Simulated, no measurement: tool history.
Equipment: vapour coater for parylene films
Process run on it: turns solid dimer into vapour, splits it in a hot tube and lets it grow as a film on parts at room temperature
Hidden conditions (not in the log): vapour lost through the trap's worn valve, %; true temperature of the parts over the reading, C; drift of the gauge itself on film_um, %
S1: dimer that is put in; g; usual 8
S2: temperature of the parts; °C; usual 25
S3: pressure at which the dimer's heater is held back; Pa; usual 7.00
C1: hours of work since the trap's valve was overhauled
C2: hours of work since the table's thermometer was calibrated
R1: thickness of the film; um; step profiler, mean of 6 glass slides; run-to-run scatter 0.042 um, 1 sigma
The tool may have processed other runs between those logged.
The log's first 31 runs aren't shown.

run	hour	S1	S2	S3	C1	C2	R1
32	1955.7	5	36	11.63	204	1915	1.94
33	2015.6	5	29	11.63	257	1968	2.37
# hour 2083.1: trap's valve overhauled
34	2086.5	8	27	11.96	3	2026	4.21
35	2158.5	6	22	11.96	66	2090	3.43
36	2239.5	6	35	7.19	137	2161	2.55
# hour 2268.4: table's thermometer calibrated
37	2302.3	6	37	5.85	192	30	2.47
38	2355.5	6	37	5.85	238	76	2.45
39	2401.7	8	28	3.70	279	117	4.21
# hour 2446.3: trap's valve overhauled
40	2458.5	8	28	3.70	11	163	4.52
41	2528.3	8	28	4.35	72	225	4.39
42	2605.9	3	25	7.00	140	293	1.70
43	2687.7	5	31	7.00	212	365	2.36
44	2726.8	9	31	7.00	246	399	4.13
# hour 2803.8: trap's valve overhauled
45	2815.7	9	31	7.00	10	473	4.41

Alternative continuations, all from the tool just after run 45; predict every row:
A	2894.4	9	20	2.05	80	543	?
B	2894.4	5	31	7.00	80	543	?
C	2894.4	8	25	4.14	80	543	?

run	R1
A	6.56
B	2.43
C	4.76
Stripped of hidden state, with their random variation kept, the same runs would have yielded:
run	R1
A	6.69
B	2.46
C	4.83
